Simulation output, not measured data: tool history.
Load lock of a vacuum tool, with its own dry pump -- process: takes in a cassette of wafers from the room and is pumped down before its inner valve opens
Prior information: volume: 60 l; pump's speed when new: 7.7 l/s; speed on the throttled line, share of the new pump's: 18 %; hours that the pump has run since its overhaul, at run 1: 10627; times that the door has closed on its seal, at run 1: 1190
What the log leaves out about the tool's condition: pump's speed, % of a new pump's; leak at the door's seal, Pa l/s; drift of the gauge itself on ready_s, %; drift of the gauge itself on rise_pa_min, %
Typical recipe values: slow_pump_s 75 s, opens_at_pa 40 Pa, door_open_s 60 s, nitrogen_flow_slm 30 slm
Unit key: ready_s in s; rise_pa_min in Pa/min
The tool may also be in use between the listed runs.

run	hour	slow_pump_s	opens_at_pa	door_open_s	nitrogen_flow_slm	hours that the pump has run since its overhaul	times that the door has closed on its seal	incoming humidity of the room's air, %	ready_s	rise_pa_min
1	0	75	40	60	30	10627	1190	45.4	122.7	0.022
2	316.9	75	40	30	30	10944	1661	45.3	121.9	0.016
3	684.7	75	40	60	30	11312	2207	46.4	123.3	0.027
4	952.5	75	40	61	30	11580	2605	49.4	122.1	0.022
5	1195.5	75	40	61	30	11823	2966	44	122.9	0.028
6	1565.9	75	40	60	30	12193	3517	44.9	123.1	0.03
7	1910.9	75	41	60	30	12538	4029	42.4	121.9	0.021
8	2376.2	75	41	60	30	13004	4721	41.6	121.9	0.019
9	2693.1	75	40	60	30	13321	5192	42	121.1	0.023
# hour 2805.4: dry pump taken out, an overhauled one fitted
10	2942.5	75	40	61	30	137	5554	43.6	122.6	0.025
11	3269	75	40	144	30	464	6039	45.9	121.6	0.038
12	3597.9	114	40	60	30	793	6528	47	154.8	0.021
13	3903.2	75	40	60	4	1098	6981	46.6	121.7	0.039
14	4270.6	75	40	60	15	1465	7527	49.7	122.6	0.032
15	4587.2	75	40	60	5	1782	7998	47	122.1	0.039
16	4970.7	75	40	60	5	2165	8568	46.4	123.1	0.032
17	5330.2	75	40	60	30	2525	9102	44	121.6	0.021
18	5563.6	75	40	60	30	2758	9449	42.9	122.5	0.021
19	5983.3	75	40	60	30	3178	10072	43.3	121.8	0.026
20	6225.9	75	41	60	30	3421	10433	45	123.1	0.026
21	6588.6	75	41	60	30	3783	10972	46.2	121.7	0.025
22	6988.8	75	41	60	30	4183	11567	46.5	121.9	0.028
23	7287.2	75	32	32	30	4482	12010	44.9	124.3	0.017
24	7750.9	85	36	53	21	4946	12699	41.3	131.4	0.02
25	8114.9	75	40	186	30	5310	13240	43.3	122.3	0.038
26	8342.8	143	40	60	30	5537	13579	44.5	177.8	0.021
27	8726.4	143	40	60	30	5921	14149	45.6	177.3	0.023
28	8950.9	143	40	60	30	6146	14482	46	178.6	0.025
29	9192	95	36	57	7	6387	14841	46.7	139.8	0.036
30	9529.1	68	28	60	30	6724	15342	46.7	118.2	0.026
31	9871.1	68	28	60	30	7066	15850	49.4	119.1	0.027
32	10179.8	68	28	35	34	7374	16309	47.2	119.2	0.019
33	10481.7	68	28	35	34	7676	16757	46.1	119.5	0.008
34	10900.9	118	37	56	19	8096	17380	48.9	157.7	0.035
35	11248.8	79	40	130	30	8443	17897	45.7	126.1	0.037
36	11526.5	79	29	130	30	8721	18310	43.7	128	0.031
37	11924.9	79	29	130	30	9119	18902	45.7	127.6	0.037

Hidden condition of the tool, last listed run before each entry between runs versus first listed run after:
From run 9 to run 10: dry pump taken out, an overhauled one fitted (hour 2805.4)
  pump's speed, % of a new pump's: 99.9 -> 100
